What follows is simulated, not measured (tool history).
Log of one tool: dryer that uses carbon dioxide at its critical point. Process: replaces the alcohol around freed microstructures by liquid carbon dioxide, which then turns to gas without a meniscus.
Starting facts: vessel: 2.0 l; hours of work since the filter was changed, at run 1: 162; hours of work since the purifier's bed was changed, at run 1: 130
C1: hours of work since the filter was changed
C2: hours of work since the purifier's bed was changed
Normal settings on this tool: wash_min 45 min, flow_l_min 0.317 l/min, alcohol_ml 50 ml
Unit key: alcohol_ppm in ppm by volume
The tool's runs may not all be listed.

{"run": 1, "hour": 0.0, "wash_min": 45, "flow_l_min": 0.317, "alcohol_ml": 50, "C1": 162, "C2": 130, "alcohol_ppm": 144}
{"run": 2, "hour": 36.4, "wash_min": 45, "flow_l_min": 0.317, "alcohol_ml": 50, "C1": 179, "C2": 147, "alcohol_ppm": 144}
{"run": 3, "hour": 80.5, "wash_min": 45, "flow_l_min": 0.317, "alcohol_ml": 50, "C1": 199, "C2": 167, "alcohol_ppm": 152}
{"run": 4, "hour": 124.3, "wash_min": 45, "flow_l_min": 0.317, "alcohol_ml": 50, "C1": 219, "C2": 188, "alcohol_ppm": 157}
{"run": 5, "hour": 146.9, "wash_min": 45, "flow_l_min": 0.317, "alcohol_ml": 50, "C1": 230, "C2": 198, "alcohol_ppm": 158}
{"run": 6, "hour": 178.0, "wash_min": 45, "flow_l_min": 0.317, "alcohol_ml": 50, "C1": 244, "C2": 213, "alcohol_ppm": 166}
{"run": 7, "hour": 219.4, "wash_min": 45, "flow_l_min": 0.252, "alcohol_ml": 50, "C1": 264, "C2": 232, "alcohol_ppm": 427}
{"run": 8, "hour": 258.8, "wash_min": 45, "flow_l_min": 0.252, "alcohol_ml": 50, "C1": 282, "C2": 250, "alcohol_ppm": 446}
{"run": 9, "hour": 290.2, "wash_min": 45, "flow_l_min": 0.252, "alcohol_ml": 21, "C1": 297, "C2": 265, "alcohol_ppm": 222}
{"run": 10, "hour": 308.9, "wash_min": 45, "flow_l_min": 0.252, "alcohol_ml": 21, "C1": 305, "C2": 273, "alcohol_ppm": 219}
{"run": 11, "hour": 331.3, "wash_min": 45, "flow_l_min": 0.317, "alcohol_ml": 50, "C1": 316, "C2": 284, "alcohol_ppm": 203}
{"run": 12, "hour": 354.3, "wash_min": 45, "flow_l_min": 0.317, "alcohol_ml": 50, "C1": 326, "C2": 294, "alcohol_ppm": 196}
{"hour": 376.8, "done": "inlet filter changed"}
{"run": 13, "hour": 379.9, "wash_min": 45, "flow_l_min": 0.317, "alcohol_ml": 50, "C1": 1, "C2": 306, "alcohol_ppm": 148}
{"run": 14, "hour": 420.6, "wash_min": 45, "flow_l_min": 0.317, "alcohol_ml": 50, "C1": 20, "C2": 325, "alcohol_ppm": 152}
{"run": 15, "hour": 447.7, "wash_min": 45, "flow_l_min": 0.317, "alcohol_ml": 50, "C1": 33, "C2": 337, "alcohol_ppm": 161}
{"run": 16, "hour": 485.6, "wash_min": 45, "flow_l_min": 0.317, "alcohol_ml": 50, "C1": 51, "C2": 355, "alcohol_ppm": 158}
{"run": 17, "hour": 519.3, "wash_min": 45, "flow_l_min": 0.317, "alcohol_ml": 50, "C1": 66, "C2": 371, "alcohol_ppm": 170}
{"run": 18, "hour": 557.9, "wash_min": 45, "flow_l_min": 0.317, "alcohol_ml": 50, "C1": 84, "C2": 389, "alcohol_ppm": 162}
{"run": 19, "hour": 585.0, "wash_min": 45, "flow_l_min": 0.317, "alcohol_ml": 50, "C1": 97, "C2": 401, "alcohol_ppm": 183}
{"run": 20, "hour": 623.1, "wash_min": 45, "flow_l_min": 0.317, "alcohol_ml": 50, "C1": 115, "C2": 419, "alcohol_ppm": 188}
{"run": 21, "hour": 663.1, "wash_min": 45, "flow_l_min": 0.317, "alcohol_ml": 50, "C1": 133, "C2": 438, "alcohol_ppm": 192}
{"run": 22, "hour": 689.7, "wash_min": 45, "flow_l_min": 0.317, "alcohol_ml": 50, "C1": 145, "C2": 450, "alcohol_ppm": 199}
{"run": 23, "hour": 731.6, "wash_min": 45, "flow_l_min": 0.317, "alcohol_ml": 50, "C1": 165, "C2": 469, "alcohol_ppm": 203}
{"run": 24, "hour": 773.4, "wash_min": 57, "flow_l_min": 0.317, "alcohol_ml": 47, "C1": 184, "C2": 489, "alcohol_ppm": 114}
{"run": 25, "hour": 794.4, "wash_min": 62, "flow_l_min": 0.418, "alcohol_ml": 50, "C1": 194, "C2": 499, "alcohol_ppm": 93}
{"run": 26, "hour": 830.5, "wash_min": 48, "flow_l_min": 0.252, "alcohol_ml": 41, "C1": 211, "C2": 515, "alcohol_ppm": 311}
{"run": 27, "hour": 853.5, "wash_min": 44, "flow_l_min": 0.317, "alcohol_ml": 58, "C1": 222, "C2": 526, "alcohol_ppm": 251}
{"run": 28, "hour": 896.7, "wash_min": 29, "flow_l_min": 0.368, "alcohol_ml": 67, "C1": 242, "C2": 546, "alcohol_ppm": 766}
{"run": 29, "hour": 918.4, "wash_min": 63, "flow_l_min": 0.317, "alcohol_ml": 23, "C1": 252, "C2": 556, "alcohol_ppm": 99}
{"run": 30, "hour": 952.5, "wash_min": 43, "flow_l_min": 0.304, "alcohol_ml": 114, "C1": 268, "C2": 572, "alcohol_ppm": 578}
{"run": 31, "hour": 980.6, "wash_min": 45, "flow_l_min": 0.194, "alcohol_ml": 95, "C1": 281, "C2": 585, "alcohol_ppm": 2068}
{"run": 32, "hour": 1022.8, "wash_min": 36, "flow_l_min": 0.302, "alcohol_ml": 95, "C1": 300, "C2": 605, "alcohol_ppm": 1037}
{"run": 33, "hour": 1044.9, "wash_min": 56, "flow_l_min": 0.287, "alcohol_ml": 29, "C1": 311, "C2": 615, "alcohol_ppm": 152}
{"run": 34, "hour": 1068.6, "wash_min": 56, "flow_l_min": 0.324, "alcohol_ml": 34, "C1": 322, "C2": 626, "alcohol_ppm": 122}
{"hour": 1102.8, "done": "inlet filter changed"}
{"run": 35, "hour": 1106.7, "wash_min": 45, "flow_l_min": 0.317, "alcohol_ml": 23, "C1": 2, "C2": 643, "alcohol_ppm": 154}
{"run": 36, "hour": 1130.5, "wash_min": 30, "flow_l_min": 0.332, "alcohol_ml": 54, "C1": 13, "C2": 654, "alcohol_ppm": 663}
{"run": 37, "hour": 1154.4, "wash_min": 30, "flow_l_min": 0.332, "alcohol_ml": 54, "C1": 24, "C2": 666, "alcohol_ppm": 642}
{"run": 38, "hour": 1176.0, "wash_min": 67, "flow_l_min": 0.392, "alcohol_ml": 73, "C1": 34, "C2": 676, "alcohol_ppm": 123}
{"run": 39, "hour": 1197.3, "wash_min": 67, "flow_l_min": 0.392, "alcohol_ml": 73, "C1": 44, "C2": 686, "alcohol_ppm": 108}
{"run": 40, "hour": 1233.2, "wash_min": 53, "flow_l_min": 0.317, "alcohol_ml": 79, "C1": 61, "C2": 702, "alcohol_ppm": 169}
{"run": 41, "hour": 1271.5, "wash_min": 53, "flow_l_min": 0.317, "alcohol_ml": 79, "C1": 78, "C2": 720, "alcohol_ppm": 186}
{"run": 42, "hour": 1300.6, "wash_min": 63, "flow_l_min": 0.287, "alcohol_ml": 50, "C1": 92, "C2": 734, "alcohol_ppm": 154}
{"run": 43, "hour": 1335.8, "wash_min": 31, "flow_l_min": 0.28, "alcohol_ml": 109, "C1": 108, "C2": 750, "alcohol_ppm": 2102}
{"run": 44, "hour": 1377.8, "wash_min": 45, "flow_l_min": 0.228, "alcohol_ml": 50, "C1": 128, "C2": 769, "alcohol_ppm": 624}
{"run": 45, "hour": 1416.7, "wash_min": 45, "flow_l_min": 0.228, "alcohol_ml": 50, "C1": 146, "C2": 788, "alcohol_ppm": 639}

Forecast each of these 4 alternatives for the next run:
{"run": "A", "hour": 1442.2, "wash_min": 52, "flow_l_min": 0.403, "alcohol_ml": 21, "C1": 158, "C2": 799, "alcohol_ppm": "?"}
{"run": "B", "hour": 1442.2, "wash_min": 45, "flow_l_min": 0.228, "alcohol_ml": 67, "C1": 158, "C2": 799, "alcohol_ppm": "?"}
{"run": "C", "hour": 1442.2, "wash_min": 55, "flow_l_min": 0.304, "alcohol_ml": 50, "C1": 158, "C2": 799, "alcohol_ppm": "?"}
{"run": "D", "hour": 1442.2, "wash_min": 27, "flow_l_min": 0.228, "alcohol_ml": 23, "C1": 158, "C2": 799, "alcohol_ppm": "?"}

run=A alcohol_ppm=140
run=B alcohol_ppm=812
run=C alcohol_ppm=177
run=D alcohol_ppm=1240
With no hidden state in the tool, these same runs would have given:
run=A alcohol_ppm=4
run=B alcohol_ppm=584
run=C alcohol_ppm=37
run=D alcohol_ppm=1011
